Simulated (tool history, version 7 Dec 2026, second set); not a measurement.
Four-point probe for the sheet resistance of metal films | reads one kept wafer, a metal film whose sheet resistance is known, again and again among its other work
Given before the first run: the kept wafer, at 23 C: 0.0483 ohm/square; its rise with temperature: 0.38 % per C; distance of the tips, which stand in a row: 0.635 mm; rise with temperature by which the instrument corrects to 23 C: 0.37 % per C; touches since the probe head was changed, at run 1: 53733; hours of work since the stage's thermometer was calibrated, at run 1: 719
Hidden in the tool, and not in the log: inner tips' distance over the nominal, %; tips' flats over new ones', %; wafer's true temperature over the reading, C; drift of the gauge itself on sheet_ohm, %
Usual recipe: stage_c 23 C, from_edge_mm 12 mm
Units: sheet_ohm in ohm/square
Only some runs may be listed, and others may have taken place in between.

| run | hour | stage_c | from_edge_mm | touches since the probe head was changed | hours of work since the stage's thermometer was calibrated | sheet_ohm |
|---|---|---|---|---|---|---|
| 1 | 0 | 23 | 12 | 53733 | 719 | 0.048395 |
| 2 | 52.7 | 23 | 9 | 54694 | 761 | 0.04842 |
| 3 | 120.9 | 23 | 9 | 55940 | 815 | 0.048436 |
| 4 | 161 | 23 | 9 | 56672 | 847 | 0.048434 |
| 5 | 229.9 | 23 | 12 | 57929 | 902 | 0.048379 |
| 6 | 280.2 | 23 | 12 | 58846 | 942 | 0.048379 |
| 7 | 355.9 | 23 | 12 | 60228 | 1002 | 0.048383 |
| 8 | 392.4 | 20 | 12 | 60893 | 1031 | 0.048369 |
| 9 | 450.2 | 23 | 12 | 61948 | 1078 | 0.048369 |
| 10 | 498.4 | 23 | 12 | 62828 | 1116 | 0.048389 |
| 11 | 570.5 | 21 | 12 | 64145 | 1174 | 0.048367 |
| 12 | 613.5 | 21 | 12 | 64929 | 1208 | 0.048371 |
| 13 | 659.1 | 23 | 12 | 65761 | 1244 | 0.048376 |
| 14 | 704.9 | 23 | 12 | 66598 | 1281 | 0.048375 |
| 15 | 775.3 | 23 | 12 | 67881 | 1337 | 0.048387 |
| 16 | 842.7 | 23 | 12 | 69111 | 1390 | 0.048362 |
|  | 897.2 | new probe head fitted |
| 17 | 897.2 | 23 | 12 | 0 | 1433 | 0.048371 |
| 18 | 944.6 | 23 | 4 | 864 | 1471 | 0.048933 |
| 19 | 983.1 | 23 | 4 | 1567 | 1502 | 0.04895 |
| 20 | 1014.1 | 23 | 4 | 2133 | 1526 | 0.04894 |
| 21 | 1084 | 23 | 73 | 3409 | 1582 | 0.048295 |
| 22 | 1145.3 | 23 | 73 | 4527 | 1631 | 0.048311 |
| 23 | 1186.9 | 18 | 24 | 5286 | 1664 | 0.048306 |
| 24 | 1227.4 | 28 | 6 | 6026 | 1696 | 0.048602 |
| 25 | 1303.9 | 28 | 3 | 7422 | 1757 | 0.04945 |
| 26 | 1370.2 | 28 | 3 | 8632 | 1810 | 0.04946 |
| 27 | 1412.1 | 34 | 9 | 9396 | 1844 | 0.048469 |
| 28 | 1458.1 | 21 | 9 | 10236 | 1880 | 0.048416 |
| 29 | 1499.8 | 23 | 54 | 10997 | 1914 | 0.048311 |
| 30 | 1555.8 | 23 | 54 | 12018 | 1958 | 0.048312 |
| 31 | 1592.1 | 22 | 7 | 12681 | 1987 | 0.048518 |
| 32 | 1653.4 | 27 | 16 | 13801 | 2036 | 0.048345 |
| 33 | 1694.3 | 19 | 5 | 14547 | 2069 | 0.048707 |
| 34 | 1742.2 | 23 | 24 | 15420 | 2107 | 0.048324 |
| 35 | 1782.3 | 23 | 24 | 16152 | 2139 | 0.048331 |
| 36 | 1855.1 | 20 | 3 | 17482 | 2197 | 0.049443 |
| 37 | 1911.2 | 20 | 6 | 18505 | 2242 | 0.048582 |
| 38 | 1969.2 | 20 | 6 | 19563 | 2288 | 0.048584 |
| 39 | 2020.8 | 20 | 6 | 20504 | 2329 | 0.048602 |
|  | 2045 | stage's thermometer calibrated |
| 40 | 2057.7 | 28 | 3 | 21170 | 10 | 0.049467 |
| 41 | 2121.9 | 35 | 28 | 22341 | 61 | 0.048364 |
| 42 | 2181.4 | 35 | 28 | 23427 | 109 | 0.048352 |
| 43 | 2253.1 | 31 | 54 | 24734 | 166 | 0.048319 |
| 44 | 2295.6 | 22 | 8 | 25510 | 200 | 0.048487 |

What if the next run were any one of these 5? Each begins from the tool's condition after run 44:
| A | 2364.3 | 29 | 37 | 26765 | 255 | ? |
| B | 2364.3 | 18 | 46 | 26765 | 255 | ? |
| C | 2364.3 | 24 | 20 | 26765 | 255 | ? |
| D | 2364.3 | 25 | 8 | 26765 | 255 | ? |
| E | 2364.3 | 33 | 34 | 26765 | 255 | ? |

| run | sheet_ohm |
|---|---|
| A | 0.048345 |
| B | 0.048292 |
| C | 0.048311 |
| D | 0.04847 |
| E | 0.048346 |
Had the tool no hidden state, the same runs would have come out as:
| run | sheet_ohm |
|---|---|
| A | 0.048341 |
| B | 0.048288 |
| C | 0.048307 |
| D | 0.048466 |
| E | 0.048342 |
